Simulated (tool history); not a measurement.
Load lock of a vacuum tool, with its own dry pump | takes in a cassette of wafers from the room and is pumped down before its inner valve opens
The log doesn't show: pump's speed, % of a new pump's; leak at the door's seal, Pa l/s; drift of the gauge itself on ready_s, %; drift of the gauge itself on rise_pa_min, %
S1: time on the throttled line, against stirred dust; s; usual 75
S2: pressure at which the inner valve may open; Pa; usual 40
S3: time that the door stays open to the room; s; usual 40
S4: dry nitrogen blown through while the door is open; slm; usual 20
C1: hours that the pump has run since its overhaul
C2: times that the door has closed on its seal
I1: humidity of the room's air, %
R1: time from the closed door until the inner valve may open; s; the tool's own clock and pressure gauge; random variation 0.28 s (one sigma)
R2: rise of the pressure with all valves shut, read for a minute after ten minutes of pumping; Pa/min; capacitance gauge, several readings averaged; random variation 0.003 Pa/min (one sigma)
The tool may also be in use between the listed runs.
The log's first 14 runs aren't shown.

| run | hour | S1 | S2 | S3 | S4 | C1 | C2 | I1 | R1 | R2 |
|---|---|---|---|---|---|---|---|---|---|---|
| 15 | 7605.7 | 134 | 46 | 40 | 20 | 12351 | 3150 | 45.7 | 149.4 | 0.054 |
| 16 | 8181.3 | 49 | 40 | 40 | 20 | 12926 | 3984 | 44.1 | 75.6 | 0.05 |
| 17 | 8920.1 | 75 | 40 | 40 | 20 | 13665 | 5056 | 41.1 | 98.4 | 0.045 |
| 18 | 9314.1 | 40 | 53 | 40 | 20 | 14059 | 5627 | 42.5 | 66.5 | 0.048 |
| 19 | 10025 | 120 | 28 | 144 | 20 | 14770 | 6658 | 42.7 | 139.7 | 0.078 |
| 20 | 10726.4 | 75 | 30 | 40 | 6 | 15472 | 7675 | 45.6 | 99.6 | 0.071 |
| 21 | 11309 | 143 | 40 | 40 | 20 | 16054 | 8519 | 44.1 | 157.9 | 0.047 |
| 22 | 11796.8 | 143 | 40 | 40 | 20 | 16542 | 9226 | 45 | 157.7 | 0.055 |
| 23 | 12107 | 143 | 40 | 40 | 20 | 16852 | 9676 | 48.1 | 157.3 | 0.055 |
| 24 | 12765.1 | 143 | 40 | 108 | 20 | 17510 | 10631 | 42.3 | 157.6 | 0.067 |
| 25 | 13445.6 | 73 | 40 | 145 | 35 | 18191 | 11617 | 50.5 | 96.5 | 0.068 |
| 26 | 13905.2 | 96 | 40 | 40 | 18 | 18650 | 12284 | 43.5 | 116.6 | 0.049 |
|  | 14029 | dry pump taken out, an overhauled one fitted |
| 27 | 14431.4 | 75 | 40 | 40 | 10 | 402 | 13038 | 45.1 | 97.8 | 0.066 |
| 28 | 14842.8 | 50 | 40 | 39 | 10 | 814 | 13634 | 47.4 | 76.3 | 0.068 |
| 29 | 15545.7 | 52 | 40 | 134 | 10 | 1517 | 14653 | 45 | 78.4 | 0.09 |
| 30 | 16104.7 | 64 | 68 | 32 | 32 | 2076 | 15464 | 43.4 | 86.3 | 0.036 |
| 31 | 16611.6 | 53 | 40 | 55 | 20 | 2583 | 16199 | 44.9 | 78.6 | 0.058 |
| 32 | 17031.4 | 71 | 58 | 175 | 5 | 3002 | 16808 | 41.8 | 93.2 | 0.107 |
| 33 | 17697.9 | 71 | 58 | 175 | 5 | 3669 | 17774 | 46.8 | 93.5 | 0.12 |

5 ways to go on from here, each from the tool as it stands after run 33. What would each give?
| A | 18437.3 | 75 | 40 | 40 | 12 | 4408 | 18846 | 45.7 | ? | ? |
| B | 18437.3 | 71 | 58 | 49 | 29 | 4408 | 18846 | 43.2 | ? | ? |
| C | 18437.3 | 71 | 38 | 148 | 5 | 4408 | 18846 | 41.5 | ? | ? |
| D | 18437.3 | 119 | 74 | 40 | 9 | 4408 | 18846 | 47.3 | ? | ? |
| E | 18437.3 | 75 | 38 | 83 | 20 | 4408 | 18846 | 44.6 | ? | ? |

| run | R1 | R2 |
|---|---|---|
| A | 98.3 | 0.061 |
| B | 93.4 | 0.048 |
| C | 94.9 | 0.105 |
| D | 134.2 | 0.067 |
| E | 98.8 | 0.069 |
Without the tool's hidden state the same runs would have given:
| run | R1 | R2 |
|---|---|---|
| A | 98.3 | 0.06 |
| B | 93.4 | 0.047 |
| C | 94.9 | 0.104 |
| D | 134.1 | 0.065 |
| E | 98.8 | 0.068 |
